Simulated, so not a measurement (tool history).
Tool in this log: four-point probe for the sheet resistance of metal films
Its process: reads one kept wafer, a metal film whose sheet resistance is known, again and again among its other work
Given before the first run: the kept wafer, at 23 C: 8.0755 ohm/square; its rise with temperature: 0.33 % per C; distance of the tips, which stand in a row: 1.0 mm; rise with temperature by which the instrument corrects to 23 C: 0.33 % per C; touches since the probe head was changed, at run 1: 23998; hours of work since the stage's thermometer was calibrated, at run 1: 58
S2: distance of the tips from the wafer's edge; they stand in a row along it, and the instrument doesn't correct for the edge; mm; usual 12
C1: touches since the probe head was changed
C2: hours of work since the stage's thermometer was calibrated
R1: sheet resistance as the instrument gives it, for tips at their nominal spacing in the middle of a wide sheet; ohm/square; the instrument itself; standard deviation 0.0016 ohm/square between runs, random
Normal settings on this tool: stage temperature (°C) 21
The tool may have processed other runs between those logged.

{"run": 1, "hour": 0.0, "stage temperature (°C)": 21, "S2": 12, "C1": 23998, "C2": 58, "R1": 8.11942}
{"run": 2, "hour": 110.2, "stage temperature (°C)": 21, "S2": 5, "C1": 27815, "C2": 105, "R1": 8.259054}
{"run": 3, "hour": 235.1, "stage temperature (°C)": 21, "S2": 13, "C1": 32145, "C2": 159, "R1": 8.114881}
{"run": 4, "hour": 363.4, "stage temperature (°C)": 21, "S2": 13, "C1": 36589, "C2": 213, "R1": 8.112042}
{"run": 5, "hour": 449.6, "stage temperature (°C)": 21, "S2": 13, "C1": 39574, "C2": 250, "R1": 8.109536}
{"run": 6, "hour": 567.9, "stage temperature (°C)": 21, "S2": 13, "C1": 43674, "C2": 301, "R1": 8.112391}
{"run": 7, "hour": 671.3, "stage temperature (°C)": 21, "S2": 13, "C1": 47256, "C2": 345, "R1": 8.110936}
{"run": 8, "hour": 811.1, "stage temperature (°C)": 21, "S2": 13, "C1": 52100, "C2": 404, "R1": 8.111908}
{"run": 9, "hour": 903.2, "stage temperature (°C)": 23, "S2": 12, "C1": 55293, "C2": 444, "R1": 8.111658}
{"run": 10, "hour": 1043.3, "stage temperature (°C)": 22, "S2": 12, "C1": 60145, "C2": 503, "R1": 8.113336}
{"run": 11, "hour": 1183.8, "stage temperature (°C)": 32, "S2": 12, "C1": 65014, "C2": 563, "R1": 8.115489}
{"run": 12, "hour": 1250.3, "stage temperature (°C)": 32, "S2": 12, "C1": 67317, "C2": 592, "R1": 8.114525}
{"run": 13, "hour": 1342.8, "stage temperature (°C)": 26, "S2": 12, "C1": 70522, "C2": 631, "R1": 8.113915}
{"run": 14, "hour": 1448.7, "stage temperature (°C)": 28, "S2": 12, "C1": 74192, "C2": 677, "R1": 8.112534}
{"run": 15, "hour": 1583.4, "stage temperature (°C)": 28, "S2": 12, "C1": 78858, "C2": 734, "R1": 8.110242}
{"run": 16, "hour": 1704.4, "stage temperature (°C)": 28, "S2": 12, "C1": 83052, "C2": 786, "R1": 8.109392}
{"run": 17, "hour": 1846.8, "stage temperature (°C)": 28, "S2": 27, "C1": 87985, "C2": 846, "R1": 8.084915}
{"run": 18, "hour": 1950.6, "stage temperature (°C)": 28, "S2": 27, "C1": 91583, "C2": 891, "R1": 8.088908}
{"run": 19, "hour": 2060.4, "stage temperature (°C)": 23, "S2": 72, "C1": 95387, "C2": 938, "R1": 8.080925}
{"run": 20, "hour": 2162.4, "stage temperature (°C)": 18, "S2": 20, "C1": 98919, "C2": 981, "R1": 8.087279}
{"run": 21, "hour": 2278.3, "stage temperature (°C)": 23, "S2": 4, "C1": 102938, "C2": 1031, "R1": 8.339274}
{"run": 22, "hour": 2351.7, "stage temperature (°C)": 23, "S2": 53, "C1": 105478, "C2": 1062, "R1": 8.079434}
{"run": 23, "hour": 2474.5, "stage temperature (°C)": 23, "S2": 53, "C1": 109735, "C2": 1114, "R1": 8.078165}
{"run": 24, "hour": 2573.5, "stage temperature (°C)": 19, "S2": 4, "C1": 113164, "C2": 1157, "R1": 8.337546}
{"run": 25, "hour": 2667.1, "stage temperature (°C)": 19, "S2": 4, "C1": 116409, "C2": 1197, "R1": 8.340242}
{"run": 26, "hour": 2799.6, "stage temperature (°C)": 19, "S2": 4, "C1": 120999, "C2": 1253, "R1": 8.333929}
{"run": 27, "hour": 2909.6, "stage temperature (°C)": 21, "S2": 4, "C1": 124811, "C2": 1300, "R1": 8.335035}
{"run": 28, "hour": 2997.3, "stage temperature (°C)": 20, "S2": 58, "C1": 127848, "C2": 1337, "R1": 8.076397}
{"run": 29, "hour": 3090.5, "stage temperature (°C)": 20, "S2": 58, "C1": 131078, "C2": 1377, "R1": 8.075187}
{"run": 30, "hour": 3231.1, "stage temperature (°C)": 24, "S2": 61, "C1": 135947, "C2": 1437, "R1": 8.074138}
{"run": 31, "hour": 3290.1, "stage temperature (°C)": 34, "S2": 13, "C1": 137992, "C2": 1462, "R1": 8.099205}
{"run": 32, "hour": 3379.8, "stage temperature (°C)": 34, "S2": 9, "C1": 141099, "C2": 1501, "R1": 8.126334}
{"run": 33, "hour": 3443.7, "stage temperature (°C)": 30, "S2": 9, "C1": 143313, "C2": 1528, "R1": 8.126204}
{"run": 34, "hour": 3554.5, "stage temperature (°C)": 30, "S2": 39, "C1": 147153, "C2": 1575, "R1": 8.072234}
{"run": 35, "hour": 3698.7, "stage temperature (°C)": 18, "S2": 6, "C1": 152151, "C2": 1637, "R1": 8.189292}
{"run": 36, "hour": 3831.9, "stage temperature (°C)": 27, "S2": 12, "C1": 156763, "C2": 1694, "R1": 8.101417}

Forecast each of these 5 alternatives for the next run:
{"run": "A", "hour": 3908.7, "stage temperature (°C)": 21, "S2": 3, "C1": 159426, "C2": 1726, "R1": "?"}
{"run": "B", "hour": 3908.7, "stage temperature (°C)": 20, "S2": 12, "C1": 159426, "C2": 1726, "R1": "?"}
{"run": "C", "hour": 3908.7, "stage temperature (°C)": 18, "S2": 26, "C1": 159426, "C2": 1726, "R1": "?"}
{"run": "D", "hour": 3908.7, "stage temperature (°C)": 35, "S2": 6, "C1": 159426, "C2": 1726, "R1": "?"}
{"run": "E", "hour": 3908.7, "stage temperature (°C)": 27, "S2": 24, "C1": 159426, "C2": 1726, "R1": "?"}

run=A R1=8.521513
run=B R1=8.100089
run=C R1=8.075645
run=D R1=8.190560
run=E R1=8.075845
Without the tool's unlogged condition, the same runs would have read:
run=A R1=8.528294
run=B R1=8.106579
run=C R1=8.082026
run=D R1=8.197783
run=E R1=8.082640
